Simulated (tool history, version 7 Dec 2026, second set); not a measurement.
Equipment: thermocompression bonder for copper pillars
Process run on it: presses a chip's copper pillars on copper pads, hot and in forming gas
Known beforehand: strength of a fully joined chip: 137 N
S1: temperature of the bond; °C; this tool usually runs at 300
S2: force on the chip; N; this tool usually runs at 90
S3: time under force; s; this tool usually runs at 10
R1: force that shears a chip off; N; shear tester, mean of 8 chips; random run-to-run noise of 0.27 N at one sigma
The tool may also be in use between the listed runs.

{"run": 1, "hour": 0.0, "S1": 300, "S2": 90, "S3": 10, "R1": 83.1}
{"run": 2, "hour": 28.8, "S1": 300, "S2": 90, "S3": 10, "R1": 82.7}
{"run": 3, "hour": 45.7, "S1": 300, "S2": 90, "S3": 10, "R1": 82.4}
{"run": 4, "hour": 72.5, "S1": 300, "S2": 90, "S3": 10, "R1": 82.5}
{"hour": 79.4, "done": "forming gas filter changed"}
{"run": 5, "hour": 101.6, "S1": 300, "S2": 90, "S3": 10, "R1": 86.5}
{"run": 6, "hour": 126.5, "S1": 300, "S2": 90, "S3": 25, "R1": 107.8}
{"run": 7, "hour": 158.4, "S1": 300, "S2": 90, "S3": 25, "R1": 107.3}
{"run": 8, "hour": 174.5, "S1": 300, "S2": 90, "S3": 25, "R1": 107.6}
{"run": 9, "hour": 187.9, "S1": 300, "S2": 90, "S3": 25, "R1": 106.9}
{"run": 10, "hour": 215.7, "S1": 300, "S2": 90, "S3": 25, "R1": 106.5}
{"run": 11, "hour": 233.4, "S1": 299, "S2": 90, "S3": 10, "R1": 84.6}
{"run": 12, "hour": 257.8, "S1": 300, "S2": 90, "S3": 13, "R1": 90.7}
{"run": 13, "hour": 277.4, "S1": 300, "S2": 90, "S3": 13, "R1": 90.7}
{"run": 14, "hour": 295.8, "S1": 300, "S2": 90, "S3": 13, "R1": 90.5}
{"run": 15, "hour": 319.6, "S1": 300, "S2": 90, "S3": 10, "R1": 83.9}
{"run": 16, "hour": 339.2, "S1": 300, "S2": 90, "S3": 10, "R1": 83.8}
{"run": 17, "hour": 368.1, "S1": 300, "S2": 90, "S3": 10, "R1": 83.0}
{"run": 18, "hour": 395.2, "S1": 300, "S2": 90, "S3": 10, "R1": 83.2}
{"hour": 398.2, "done": "force cell calibrated"}
{"run": 19, "hour": 426.2, "S1": 300, "S2": 90, "S3": 10, "R1": 82.3}
{"run": 20, "hour": 442.3, "S1": 300, "S2": 117, "S3": 10, "R1": 93.5}
{"run": 21, "hour": 457.4, "S1": 325, "S2": 90, "S3": 16, "R1": 105.3}
{"hour": 460.9, "done": "forming gas filter changed"}
{"hour": 470.5, "done": "force cell calibrated, once more"}
{"run": 22, "hour": 476.2, "S1": 323, "S2": 56, "S3": 8, "R1": 73.3}
{"run": 23, "hour": 501.0, "S1": 303, "S2": 56, "S3": 8, "R1": 62.7}
{"run": 24, "hour": 522.6, "S1": 315, "S2": 90, "S3": 5, "R1": 77.7}
{"run": 25, "hour": 545.2, "S1": 271, "S2": 56, "S3": 18, "R1": 64.0}
{"run": 26, "hour": 574.7, "S1": 271, "S2": 111, "S3": 10, "R1": 79.3}
{"run": 27, "hour": 593.3, "S1": 271, "S2": 111, "S3": 10, "R1": 79.3}
{"run": 28, "hour": 607.4, "S1": 271, "S2": 111, "S3": 10, "R1": 79.1}
{"run": 29, "hour": 637.0, "S1": 271, "S2": 111, "S3": 10, "R1": 78.4}
{"run": 30, "hour": 654.9, "S1": 271, "S2": 82, "S3": 9, "R1": 63.4}
{"run": 31, "hour": 668.3, "S1": 271, "S2": 82, "S3": 9, "R1": 63.2}
{"run": 32, "hour": 691.0, "S1": 271, "S2": 82, "S3": 9, "R1": 63.4}
{"run": 33, "hour": 706.8, "S1": 306, "S2": 60, "S3": 12, "R1": 75.3}
{"run": 34, "hour": 732.7, "S1": 300, "S2": 62, "S3": 28, "R1": 93.8}
{"run": 35, "hour": 755.8, "S1": 292, "S2": 69, "S3": 15, "R1": 78.8}
{"run": 36, "hour": 778.3, "S1": 317, "S2": 90, "S3": 9, "R1": 91.2}
{"run": 37, "hour": 797.8, "S1": 317, "S2": 90, "S3": 9, "R1": 90.0}
{"run": 38, "hour": 820.0, "S1": 301, "S2": 59, "S3": 11, "R1": 69.0}
{"run": 39, "hour": 836.6, "S1": 300, "S2": 57, "S3": 13, "R1": 71.1}
{"hour": 840.9, "done": "forming gas filter changed"}
{"run": 40, "hour": 863.5, "S1": 317, "S2": 90, "S3": 15, "R1": 106.4}

A few steps of R1 between consecutive runs. Split each: what settings, incoming material and random variation would produce without the hidden state, and what is left over for the hidden state, along with gauge scatter present in only one of the two compared results (measured, and without hidden state):
The hidden state here: true temperature of the bond over the reading, C; force that reaches the chip, % of what is set; oxide that the forming gas leaves, % of the face; drift of the gauge itself on shear_n, %.
Run 4 -> 5: forming gas filter changed. R1 +4.0 N: hidden state +3.7, all else +0.3.
Run 10 -> 11: S1 300 -> 299, S3 25 -> 10. R1 -21.9 N: hidden state +0.2, all else -22.1.
Run 21 -> 22: S1 325 -> 323, S2 90 -> 56, S3 16 -> 8, forming gas filter changed, force cell calibrated, once more. R1 -32.0 N: hidden state +6.5, all else -38.5.
Run 39 -> 40: S1 300 -> 317, S2 57 -> 90, S3 13 -> 15, forming gas filter changed. R1 +35.3 N: hidden state +3.2, all else +32.1.
